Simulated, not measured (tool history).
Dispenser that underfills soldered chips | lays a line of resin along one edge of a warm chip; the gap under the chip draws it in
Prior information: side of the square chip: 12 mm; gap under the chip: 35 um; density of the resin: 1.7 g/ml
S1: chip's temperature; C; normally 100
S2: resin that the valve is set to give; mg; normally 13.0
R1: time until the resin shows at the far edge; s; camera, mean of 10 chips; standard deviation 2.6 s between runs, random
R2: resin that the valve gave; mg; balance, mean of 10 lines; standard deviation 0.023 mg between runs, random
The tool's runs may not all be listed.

run,hour,S1,S2,R1,R2
1,0.0,100,13.0,256.3,12.85
2,7.1,100,13.0,322.1,12.80
# hour 13.8: new syringe of resin
3,14.2,100,13.0,250.0,12.81
4,21.7,100,13.0,307.9,12.76
# hour 29.0: new syringe of resin
# hour 30.0: dispensing valve cleaned and set on the balance
5,34.3,100,13.0,279.5,12.96
6,40.8,100,15.2,327.6,15.13
# hour 44.8: new syringe of resin
7,53.0,100,15.2,309.4,15.12
# hour 60.0: new syringe of resin
8,66.9,100,11.1,313.8,10.98
# hour 75.5: new syringe of resin
9,78.3,100,11.1,280.0,10.89
10,87.4,100,11.1,360.9,10.95
# hour 91.0: new syringe of resin
# hour 97.6: dispensing valve cleaned and set on the balance
11,100.7,85,13.0,572.7,12.97
# hour 107.4: new syringe of resin
12,111.8,85,13.0,508.7,12.94
13,118.6,85,13.0,632.7,12.94
# hour 122.5: new syringe of resin
14,124.7,85,13.0,470.0,12.91
15,130.4,85,13.0,550.3,12.90
# hour 137.8: new syringe of resin
16,141.5,113,13.0,167.4,12.84
17,151.6,98,16.3,381.4,16.05
# hour 152.7: new syringe of resin
18,158.8,107,14.9,218.2,14.70
# hour 165.0: dispensing valve cleaned and set on the balance
# hour 169.4: new syringe of resin
19,171.8,108,14.3,186.4,14.28
20,180.7,90,14.3,502.1,14.27
# hour 184.8: new syringe of resin
21,188.0,100,15.2,260.5,15.15
22,199.2,100,15.2,362.2,15.12
# hour 200.1: new syringe of resin
23,212.7,87,14.4,578.4,14.22
# hour 215.5: new syringe of resin
24,222.0,95,13.9,339.4,13.69
25,228.1,95,13.9,412.8,13.68
# hour 230.4: new syringe of resin
# hour 232.8: dispensing valve cleaned and set on the balance
26,240.2,95,11.7,393.1,11.65
# hour 246.3: new syringe of resin
27,250.0,86,14.7,458.9,14.63
# hour 261.6: new syringe of resin
28,263.6,86,14.7,427.2,14.59
29,270.3,103,14.4,271.0,14.28
# hour 277.3: new syringe of resin
30,284.1,111,16.2,188.4,15.97
# hour 292.1: new syringe of resin
31,292.8,111,16.2,154.0,15.93

Forecast each of these 3 alternatives for the next run:
# hour 300.7: dispensing valve cleaned and set on the balance
A,306.9,108,16.3,?,?
# hour 300.7: dispensing valve cleaned and set on the balance
B,306.9,104,13.2,?,?
# hour 300.7: dispensing valve cleaned and set on the balance
C,306.9,93,13.0,?,?

run,R1,R2
A,254.2,16.34
B,294.6,13.17
C,454.6,13.00
With the hidden condition removed and each run's random variation left untouched, the same runs would have given:
run,R1,R2
A,188.7,16.33
B,219.1,13.17
C,340.3,13.00
